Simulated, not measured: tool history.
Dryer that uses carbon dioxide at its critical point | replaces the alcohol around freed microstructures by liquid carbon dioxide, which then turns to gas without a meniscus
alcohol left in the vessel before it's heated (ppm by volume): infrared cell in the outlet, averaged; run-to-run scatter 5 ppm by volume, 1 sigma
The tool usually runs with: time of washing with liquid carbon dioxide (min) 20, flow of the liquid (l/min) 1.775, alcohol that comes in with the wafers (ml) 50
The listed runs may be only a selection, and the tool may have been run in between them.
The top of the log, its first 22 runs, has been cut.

| run | day | time of washing with liquid carbon dioxide (min) | flow of the liquid (l/min) | alcohol that comes in with the wafers (ml) | alcohol left in the vessel before it's heated (ppm by volume) |
|---|---|---|---|---|---|
| 23 | 15.625 | 20 | 1.775 | 50 | 69 |
| 24 | 16.6 | 13 | 1.69 | 30 | 164 |
| 25 | 17.35 | 13 | 1.69 | 30 | 172 |
| 26 | 17.804 | 12 | 1.65 | 35 | 251 |
| 27 | 18.546 | 20 | 2.59 | 27 | 43 |
| 28 | 19.2 | 20 | 2.59 | 27 | 61 |
| 29 | 20.05 | 26 | 1.775 | 32 | 55 |
| 30 | 20.971 | 21 | 1.07 | 49 | 252 |
| 31 | 21.7 | 26 | 1.07 | 48 | 124 |
| 32 | 22.317 | 24 | 2.76 | 32 | 61 |
| 33 | 23.108 | 17 | 1.97 | 64 | 84 |
| 34 | 23.65 | 17 | 1.97 | 64 | 93 |
| 35 | 24.412 | 17 | 2.63 | 35 | 54 |
| 36 | 25.325 | 18 | 2.38 | 53 | 55 |
| 37 | 25.967 | 18 | 1.3 | 52 | 235 |
| 38 | 26.796 | 27 | 1.44 | 42 | 69 |
| 39 | 27.371 | 27 | 1.44 | 42 | 68 |
| 40 | 28.029 | 28 | 1.44 | 42 | 70 |
| 41 | 28.471 | 22 | 1.6 | 102 | 110 |
| 42 | 29.321 | 20 | 1.31 | 108 | 301 |
| 43 | 30.042 | 13 | 2.14 | 50 | 155 |
| 44 | 30.662 | 29 | 1.775 | 57 | 67 |
| 45 | 31.425 | 29 | 1.775 | 57 | 70 |
| 46 | 31.883 | 16 | 1.51 | 65 | 298 |

What if the next run were any one of these 3? Each begins from the tool's condition after run 46:
| A | 32.433 | 16 | 2.81 | 74 | ? |
| B | 32.433 | 16 | 2.32 | 65 | ? |
| C | 32.433 | 15 | 1.775 | 71 | ? |

| run | alcohol left in the vessel before it's heated (ppm by volume) |
|---|---|
| A | 76 |
| B | 98 |
| C | 222 |
Without the tool's unlogged condition, the same runs would have read:
| run | alcohol left in the vessel before it's heated (ppm by volume) |
|---|---|
| A | 5 |
| B | 18 |
| C | 75 |
